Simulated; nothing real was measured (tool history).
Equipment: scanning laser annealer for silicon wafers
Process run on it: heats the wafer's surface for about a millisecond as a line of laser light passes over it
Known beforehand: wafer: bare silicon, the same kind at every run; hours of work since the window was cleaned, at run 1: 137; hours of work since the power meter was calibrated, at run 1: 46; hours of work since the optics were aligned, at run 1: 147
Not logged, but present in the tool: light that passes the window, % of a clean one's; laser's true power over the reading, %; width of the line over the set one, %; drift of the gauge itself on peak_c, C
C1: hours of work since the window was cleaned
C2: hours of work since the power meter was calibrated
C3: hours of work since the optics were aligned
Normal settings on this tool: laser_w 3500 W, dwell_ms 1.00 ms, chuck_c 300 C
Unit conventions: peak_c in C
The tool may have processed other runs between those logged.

Run 1, hour 0.0: usual settings; C1 137; C2 46; C3 147. Result: peak_c 1096 C.
Run 2, hour 84.7: usual settings; C1 200; C2 109; C3 211. Result: peak_c 1092 C.
Run 3, hour 124.6: usual settings; C1 230; C2 139; C3 240. Result: peak_c 1093 C.
Run 4, hour 193.9: usual settings; C1 282; C2 191; C3 292. Result: peak_c 1088 C.
Run 5, hour 272.2: usual settings; C1 341; C2 249; C3 351. Result: peak_c 1087 C.
Run 6, hour 317.4: usual settings; C1 374; C2 283; C3 384. Result: peak_c 1086 C.
Run 7, hour 380.2: usual settings; C1 421; C2 330; C3 431. Result: peak_c 1084 C.
Run 8, hour 422.0: usual settings; C1 453; C2 361; C3 463. Result: peak_c 1078 C.
Run 9, hour 506.2: usual settings but laser_w 3276 W; C1 515; C2 424; C3 526. Result: peak_c 1027 C.
At hour 543.4: window over the wafer cleaned.
Run 10, hour 570.0: usual settings but laser_w 3276 W; C1 20; C2 470; C3 572. Result: peak_c 1019 C.
Run 11, hour 635.5: usual settings but laser_w 3276 W; C1 69; C2 519; C3 621. Result: peak_c 1019 C.
Run 12, hour 702.6: usual settings but laser_w 3276 W; C1 119; C2 570; C3 671. Result: peak_c 1018 C.
Run 13, hour 779.0: usual settings but laser_w 3595 W; C1 176; C2 627; C3 728. Result: peak_c 1083 C.
At hour 849.1: window over the wafer cleaned, once more.
Run 14, hour 861.2: usual settings but chuck_c 298 C; C1 9; C2 687; C3 788. Result: peak_c 1097 C.
Run 15, hour 904.8: usual settings but chuck_c 298 C; C1 42; C2 719; C3 820. Result: peak_c 1096 C.
Run 16, hour 983.4: usual settings; C1 100; C2 778; C3 879. Result: peak_c 1097 C.
Run 17, hour 1052.8: usual settings but dwell_ms 0.73 ms; C1 152; C2 830; C3 931. Result: peak_c 960 C.
Run 18, hour 1105.8: usual settings but laser_w 3710 W; C1 192; C2 869; C3 971. Result: peak_c 1135 C.
Run 19, hour 1178.3: usual settings but laser_w 3710 W; C1 246; C2 924; C3 1025. Result: peak_c 1135 C.
Run 20, hour 1222.3: usual settings but laser_w 3710 W, dwell_ms 0.90 ms; C1 279; C2 956; C3 1058. Result: peak_c 1081 C.
Run 21, hour 1272.4: usual settings but laser_w 3710 W, dwell_ms 0.90 ms; C1 316; C2 994; C3 1095. Result: peak_c 1077 C.
Run 22, hour 1335.0: usual settings but laser_w 3429 W, chuck_c 286 C; C1 363; C2 1041; C3 1142. Result: peak_c 1055 C.
Run 23, hour 1406.0: usual settings but laser_w 3429 W, dwell_ms 1.13 ms, chuck_c 269 C; C1 416; C2 1094; C3 1195. Result: peak_c 1093 C.
At hour 1453.1: optics aligned, line set to its width.
Run 24, hour 1488.5: usual settings but laser_w 3349 W, dwell_ms 0.85 ms, chuck_c 315 C; C1 474; C2 1152; C3 27. Result: peak_c 992 C.
Run 25, hour 1539.4: usual settings but chuck_c 325 C; C1 512; C2 1190; C3 65. Result: peak_c 1104 C.
At hour 1580.5: window over the wafer cleaned.
Run 26, hour 1587.5: usual settings but laser_w 3663 W, dwell_ms 1.21 ms, chuck_c 285 C; C1 5; C2 1224; C3 99. Result: peak_c 1230 C.
Run 27, hour 1653.6: usual settings but laser_w 3663 W, dwell_ms 1.21 ms, chuck_c 285 C; C1 55; C2 1274; C3 148. Result: peak_c 1228 C.
Run 28, hour 1735.4: usual settings but laser_w 3075 W, dwell_ms 1.21 ms, chuck_c 285 C; C1 116; C2 1335; C3 209. Result: peak_c 1077 C.
Run 29, hour 1778.5: usual settings but laser_w 3295 W, dwell_ms 0.88 ms, chuck_c 289 C; C1 148; C2 1367; C3 242. Result: peak_c 992 C.
Run 30, hour 1866.8: usual settings but dwell_ms 0.90 ms; C1 214; C2 1433; C3 308. Result: peak_c 1048 C.
Run 31, hour 1915.5: usual settings but laser_w 3652 W, dwell_ms 1.09 ms, chuck_c 296 C; C1 250; C2 1469; C3 344. Result: peak_c 1170 C.
Run 32, hour 1991.2: usual settings but laser_w 3652 W, dwell_ms 1.09 ms, chuck_c 296 C; C1 307; C2 1526; C3 401. Result: peak_c 1165 C.
Run 33, hour 2041.9: usual settings but laser_w 3226 W, chuck_c 265 C; C1 345; C2 1564; C3 439. Result: peak_c 997 C.
Run 34, hour 2115.7: usual settings but laser_w 3226 W, chuck_c 265 C; C1 400; C2 1619; C3 494. Result: peak_c 994 C.
Run 35, hour 2159.7: usual settings but laser_w 3226 W, chuck_c 305 C; C1 433; C2 1652; C3 527. Result: peak_c 1033 C.
Run 36, hour 2201.6: usual settings but laser_w 3226 W, chuck_c 305 C; C1 464; C2 1683; C3 558. Result: peak_c 1026 C.
Run 37, hour 2272.8: usual settings but laser_w 3468 W, dwell_ms 1.07 ms; C1 517; C2 1736; C3 611. Result: peak_c 1107 C.
At hour 2306.0: window over the wafer cleaned.
Run 38, hour 2346.2: usual settings but laser_w 3468 W, dwell_ms 1.07 ms; C1 30; C2 1790; C3 664. Result: peak_c 1129 C.
Run 39, hour 2427.2: usual settings but laser_w 3633 W, dwell_ms 0.83 ms, chuck_c 325 C; C1 91; C2 1850; C3 725. Result: peak_c 1071 C.
Run 40, hour 2480.1: usual settings but laser_w 3633 W, dwell_ms 0.83 ms, chuck_c 325 C; C1 130; C2 1890; C3 765. Result: peak_c 1067 C.
Run 41, hour 2530.0: usual settings but laser_w 3633 W, dwell_ms 0.83 ms, chuck_c 325 C; C1 167; C2 1927; C3 802. Result: peak_c 1066 C.

Across each entry between runs, compare the hidden state at the last listed run before it with the hidden state at the first listed run after it:
From run 9 to run 10: window over the wafer cleaned (hour 543.4)
  light that passes the window, % of a clean one's: 96.32 -> 95.25; laser's true power over the reading, %: 0.03 -> 0.04; width of the line over the set one, %: 0.48 -> 0.52
  measured minus no-state result, peak_c: -28 -> -35 C
From run 13 to run 14: window over the wafer cleaned, once more (hour 849.1)
  light that passes the window, % of a clean one's: 94.26 -> 99.43; laser's true power over the reading, %: 0.1 -> 0.12; width of the line over the set one, %: 0.65 -> 0.71
  measured minus no-state result, peak_c: -46 -> -6 C
From run 23 to run 24: optics aligned, line set to its width (hour 1453.1)
  light that passes the window, % of a clean one's: 96.76 -> 96.37; laser's true power over the reading, %: 0.25 -> 0.27; width of the line over the set one, %: 1.07 -> 0.34
  measured minus no-state result, peak_c: -27 -> -24 C
From run 25 to run 26: window over the wafer cleaned (hour 1580.5)
  light that passes the window, % of a clean one's: 96.11 -> 99.93; laser's true power over the reading, %: 0.28 -> 0.3; width of the line over the set one, %: 0.38 -> 0.4
  measured minus no-state result, peak_c: -29 -> +1 C
From run 37 to run 38: window over the wafer cleaned (hour 2306.0)
  light that passes the window, % of a clean one's: 96.46 -> 99.64; laser's true power over the reading, %: 0.47 -> 0.48; width of the line over the set one, %: 0.85 -> 0.9
  measured minus no-state result, peak_c: -27 -> -1 C
